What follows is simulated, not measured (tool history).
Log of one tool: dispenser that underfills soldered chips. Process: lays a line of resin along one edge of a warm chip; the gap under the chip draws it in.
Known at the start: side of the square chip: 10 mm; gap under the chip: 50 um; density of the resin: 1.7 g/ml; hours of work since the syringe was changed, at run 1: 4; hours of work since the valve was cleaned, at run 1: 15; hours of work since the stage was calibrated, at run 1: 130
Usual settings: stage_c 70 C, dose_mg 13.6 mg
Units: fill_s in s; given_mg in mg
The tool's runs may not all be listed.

run	day	stage_c	dose_mg	hours of work since the syringe was changed	hours of work since the valve was cleaned	hours of work since the stage was calibrated	fill_s	given_mg
1	0.000	70	13.6	4	15	130	165.6	13.43
# day 0.362: new syringe of resin
2	0.546	70	15.3	3	25	140	152.0	15.05
# day 0.954: new syringe of resin
3	0.958	70	13.6	0	32	147	134.0	13.15
4	1.308	63	13.6	7	38	153	240.8	13.12
# day 1.554: new syringe of resin
5	1.558	70	11.8	0	43	158	134.8	11.33
# day 2.142: new syringe of resin
6	2.142	70	13.6	0	53	168	132.2	12.91
# day 2.542: dispensing valve cleaned and set on the balance
7	2.542	70	13.6	7	0	175	173.9	13.69
# day 2.783: new syringe of resin
8	2.812	70	13.6	1	5	180	136.1	13.55
9	3.179	70	16.7	7	12	186	177.2	16.56
# day 3.404: new syringe of resin
10	3.717	70	16.7	6	21	196	166.3	16.43
# day 3.988: new syringe of resin
11	4.308	70	13.6	6	32	207	168.5	13.30
# day 4.579: new syringe of resin
12	4.604	70	13.6	0	37	212	130.3	13.21
13	5.108	70	13.6	10	46	221	189.8	13.18
# day 5.154: new syringe of resin
14	5.575	70	12.5	8	55	230	184.4	11.94
# day 5.779: new syringe of resin
# day 5.883: dispensing valve cleaned and set on the balance
15	6.021	70	13.6	4	3	237	152.7	13.54
16	6.325	70	13.6	9	8	242	193.1	13.48
# day 6.412: new syringe of resin
17	6.817	70	13.6	7	17	251	175.9	13.38
# day 6.992: new syringe of resin
18	7.121	70	13.6	2	22	257	141.9	13.32
# day 7.562: new syringe of resin
19	7.650	70	13.6	2	32	266	138.1	13.17
# day 8.154: new syringe of resin
20	8.154	70	13.6	0	41	275	133.3	13.08
21	8.638	76	11.7	9	50	284	147.7	11.17
# day 8.750: new syringe of resin
# day 9.229: dispensing valve cleaned and set on the balance
22	9.233	76	11.7	8	0	294	134.4	11.71
# day 9.375: new syringe of resin
23	9.721	76	11.7	6	9	303	124.7	11.65
# day 9.975: new syringe of resin
24	10.092	76	11.7	2	15	309	106.4	11.52
# day 10.567: new syringe of resin
25	10.621	57	15.4	1	25	319	249.2	15.07
26	11.017	71	14.6	8	32	326	168.6	14.18
# day 11.158: new syringe of resin
27	11.446	56	17.0	5	40	334	320.3	16.38
# day 11.733: new syringe of resin
28	11.767	58	15.6	1	46	339	244.2	15.00
29	12.154	56	13.6	8	53	347	371.5	12.96
# day 12.338: new syringe of resin
30	12.504	56	13.6	3	59	353	299.8	12.83
# day 12.571: dispensing valve cleaned and set on the balance
# day 12.971: new syringe of resin
31	13.146	56	13.6	3	10	364	293.7	13.48
# day 13.583: new syringe of resin
32	13.683	72	16.4	2	20	373	120.3	16.13
33	14.096	60	12.6	9	28	381	314.4	12.31
# day 14.179: new syringe of resin
34	14.367	67	12.8	3	32	386	168.8	12.52
# day 14.767: new syringe of resin
35	14.900	61	16.3	2	42	395	216.1	15.80

Hidden state at the last listed run before each entry between runs and at the first one after, where it differs:
Between runs 1 and 2: new syringe of resin (day 0.362)
  resin's viscosity, % of fresh resin's: 123 -> 117.3; dose that the valve gives, % of what is set: 98.54 -> 97.72; true chip temperature over the reading, C: 0.62 -> 0.66
  measured less the result without the state, fill_s: +26.9 -> +18.3 s; given_mg: -0.20 -> -0.35 mg
Between runs 2 and 3: new syringe of resin (day 0.954)
  resin's viscosity, % of fresh resin's: 117.3 -> 99.4; dose that the valve gives, % of what is set: 97.72 -> 97.11; true chip temperature over the reading, C: 0.66 -> 0.69
  measured less the result without the state, fill_s: +18.3 -> -4.9 s; given_mg: -0.35 -> -0.39 mg
Between runs 4 and 5: new syringe of resin (day 1.554)
  resin's viscosity, % of fresh resin's: 129.7 -> 98.6; dose that the valve gives, % of what is set: 96.54 -> 96.16; true chip temperature over the reading, C: 0.71 -> 0.73
  measured less the result without the state, fill_s: +49.0 -> -5.5 s; given_mg: -0.47 -> -0.45 mg
Between runs 5 and 6: new syringe of resin (day 2.142)
  resin's viscosity, % of fresh resin's: 98.6 -> 100.8; dose that the valve gives, % of what is set: 96.16 -> 95.31; true chip temperature over the reading, C: 0.73 -> 0.77
  measured less the result without the state, fill_s: -5.5 -> -3.2 s; given_mg: -0.45 -> -0.64 mg
Between runs 6 and 7: dispensing valve cleaned and set on the balance (day 2.542)
  resin's viscosity, % of fresh resin's: 100.8 -> 132.3; dose that the valve gives, % of what is set: 95.31 -> 100.29; true chip temperature over the reading, C: 0.77 -> 0.8
  measured less the result without the state, fill_s: -3.2 -> +37.2 s; given_mg: -0.64 -> +0.04 mg
Between runs 7 and 8: new syringe of resin (day 2.783)
  resin's viscosity, % of fresh resin's: 132.3 -> 104.1; dose that the valve gives, % of what is set: 100.29 -> 99.92; true chip temperature over the reading, C: 0.8 -> 0.82
  measured less the result without the state, fill_s: +37.2 -> +0.1 s; given_mg: +0.04 -> -0.01 mg
Between runs 9 and 10: new syringe of resin (day 3.404)
  resin's viscosity, % of fresh resin's: 137.6 -> 128.2; dose that the valve gives, % of what is set: 99.28 -> 98.37; true chip temperature over the reading, C: 0.84 -> 0.89
  measured less the result without the state, fill_s: +42.8 -> +30.9 s; given_mg: -0.12 -> -0.27 mg
Between runs 10 and 11: new syringe of resin (day 3.988)
  resin's viscosity, % of fresh resin's: 128.2 -> 127.2; dose that the valve gives, % of what is set: 98.37 -> 97.5; true chip temperature over the reading, C: 0.89 -> 0.93
  measured less the result without the state, fill_s: +30.9 -> +30.3 s; given_mg: -0.27 -> -0.34 mg
Between runs 11 and 12: new syringe of resin (day 4.579)
  resin's viscosity, % of fresh resin's: 127.2 -> 100.3; dose that the valve gives, % of what is set: 97.5 -> 97.04; true chip temperature over the reading, C: 0.93 -> 0.95
  measured less the result without the state, fill_s: +30.3 -> -5.4 s; given_mg: -0.34 -> -0.40 mg
Between runs 13 and 14: new syringe of resin (day 5.154)
  resin's viscosity, % of fresh resin's: 147.6 -> 138.4; dose that the valve gives, % of what is set: 96.24 -> 95.53; true chip temperature over the reading, C: 0.99 -> 1.02
  measured less the result without the state, fill_s: +55.5 -> +45.6 s; given_mg: -0.51 -> -0.56 mg
Between runs 14 and 15: new syringe of resin (day 5.779); dispensing valve cleaned and set on the balance (day 5.883)
  resin's viscosity, % of fresh resin's: 138.4 -> 116.5; dose that the valve gives, % of what is set: 95.53 -> 99.44; true chip temperature over the reading, C: 1.02 -> 1.05
  measured less the result without the state, fill_s: +45.6 -> +14.8 s; given_mg: -0.56 -> -0.08 mg
Between runs 16 and 17: new syringe of resin (day 6.412)
  resin's viscosity, % of fresh resin's: 146.9 -> 136.3; dose that the valve gives, % of what is set: 98.98 -> 98.28; true chip temperature over the reading, C: 1.07 -> 1.1
  measured less the result without the state, fill_s: +54.7 -> +40.0 s; given_mg: -0.14 -> -0.23 mg
Between runs 17 and 18: new syringe of resin (day 6.992)
  resin's viscosity, % of fresh resin's: 136.3 -> 110.4; dose that the valve gives, % of what is set: 98.28 -> 97.8; true chip temperature over the reading, C: 1.1 -> 1.12
  measured less the result without the state, fill_s: +40.0 -> +6.4 s; given_mg: -0.23 -> -0.30 mg
Between runs 18 and 19: new syringe of resin (day 7.562)
  resin's viscosity, % of fresh resin's: 110.4 -> 105.6; dose that the valve gives, % of what is set: 97.8 -> 96.97; true chip temperature over the reading, C: 1.12 -> 1.16
  measured less the result without the state, fill_s: +6.4 -> +0.2 s; given_mg: -0.30 -> -0.41 mg
Between runs 19 and 20: new syringe of resin (day 8.154)
  resin's viscosity, % of fresh resin's: 105.6 -> 100.8; dose that the valve gives, % of what is set: 96.97 -> 96.2; true chip temperature over the reading, C: 1.16 -> 1.19
  measured less the result without the state, fill_s: +0.2 -> -6.2 s; given_mg: -0.41 -> -0.52 mg
Between runs 21 and 22: new syringe of resin (day 8.750); dispensing valve cleaned and set on the balance (day 9.229)
  resin's viscosity, % of fresh resin's: 145.6 -> 137.9; dose that the valve gives, % of what is set: 95.46 -> 99.89; true chip temperature over the reading, C: 1.22 -> 1.26
  measured less the result without the state, fill_s: +41.4 -> +31.0 s; given_mg: -0.54 -> -0.02 mg
Between runs 22 and 23: new syringe of resin (day 9.375)
  resin's viscosity, % of fresh resin's: 137.9 -> 126.5; dose that the valve gives, % of what is set: 99.89 -> 99.17; true chip temperature over the reading, C: 1.26 -> 1.29
  measured less the result without the state, fill_s: +31.0 -> +20.1 s; given_mg: -0.02 -> -0.10 mg
Between runs 23 and 24: new syringe of resin (day 9.975)
  resin's viscosity, % of fresh resin's: 126.5 -> 108.9; dose that the valve gives, % of what is set: 99.17 -> 98.66; true chip temperature over the reading, C: 1.29 -> 1.32
  measured less the result without the state, fill_s: +20.1 -> +2.6 s; given_mg: -0.10 -> -0.16 mg
Between runs 24 and 25: new syringe of resin (day 10.567)
  resin's viscosity, % of fresh resin's: 108.9 -> 102.1; dose that the valve gives, % of what is set: 98.66 -> 97.82; true chip temperature over the reading, C: 1.32 -> 1.35
  measured less the result without the state, fill_s: +2.6 -> -12.9 s; given_mg: -0.16 -> -0.33 mg
Between runs 26 and 27: new syringe of resin (day 11.158)
  resin's viscosity, % of fresh resin's: 137.9 -> 124; dose that the valve gives, % of what is set: 97.18 -> 96.55; true chip temperature over the reading, C: 1.38 -> 1.41
  measured less the result without the state, fill_s: +38.0 -> +42.0 s; given_mg: -0.41 -> -0.58 mg
Between runs 27 and 28: new syringe of resin (day 11.733)
  resin's viscosity, % of fresh resin's: 124 -> 103.8; dose that the valve gives, % of what is set: 96.55 -> 96.05; true chip temperature over the reading, C: 1.41 -> 1.43
  measured less the result without the state, fill_s: +42.0 -> -9.1 s; given_mg: -0.58 -> -0.61 mg
Between runs 29 and 30: new syringe of resin (day 12.338)
  resin's viscosity, % of fresh resin's: 139.3 -> 113.9; dose that the valve gives, % of what is set: 95.5 -> 94.96; true chip temperature over the reading, C: 1.46 -> 1.48
  measured less the result without the state, fill_s: +84.7 -> +16.7 s; given_mg: -0.61 -> -0.69 mg
Between runs 30 and 31: dispensing valve cleaned and set on the balance (day 12.571); new syringe of resin (day 12.971)
  resin's viscosity, % of fresh resin's: 113.9 -> 114.8; dose that the valve gives, % of what is set: 94.96 -> 99.29; true chip temperature over the reading, C: 1.48 -> 1.53
  measured less the result without the state, fill_s: +16.7 -> +16.3 s; given_mg: -0.69 -> -0.10 mg
Between runs 31 and 32: new syringe of resin (day 13.583)
  resin's viscosity, % of fresh resin's: 114.8 -> 109.1; dose that the valve gives, % of what is set: 99.29 -> 98.48; true chip temperature over the reading, C: 1.53 -> 1.56
  measured less the result without the state, fill_s: +16.3 -> +1.4 s; given_mg: -0.10 -> -0.25 mg
Between runs 33 and 34: new syringe of resin (day 14.179)
  resin's viscosity, % of fresh resin's: 148.9 -> 113.9; dose that the valve gives, % of what is set: 97.84 -> 97.44; true chip temperature over the reading, C: 1.59 -> 1.61
  measured less the result without the state, fill_s: +85.7 -> +8.9 s; given_mg: -0.27 -> -0.33 mg
Between runs 34 and 35: new syringe of resin (day 14.767)
  resin's viscosity, % of fresh resin's: 113.9 -> 111.2; dose that the valve gives, % of what is set: 97.44 -> 96.62; true chip temperature over the reading, C: 1.61 -> 1.65
  measured less the result without the state, fill_s: +8.9 -> +4.6 s; given_mg: -0.33 -> -0.55 mg
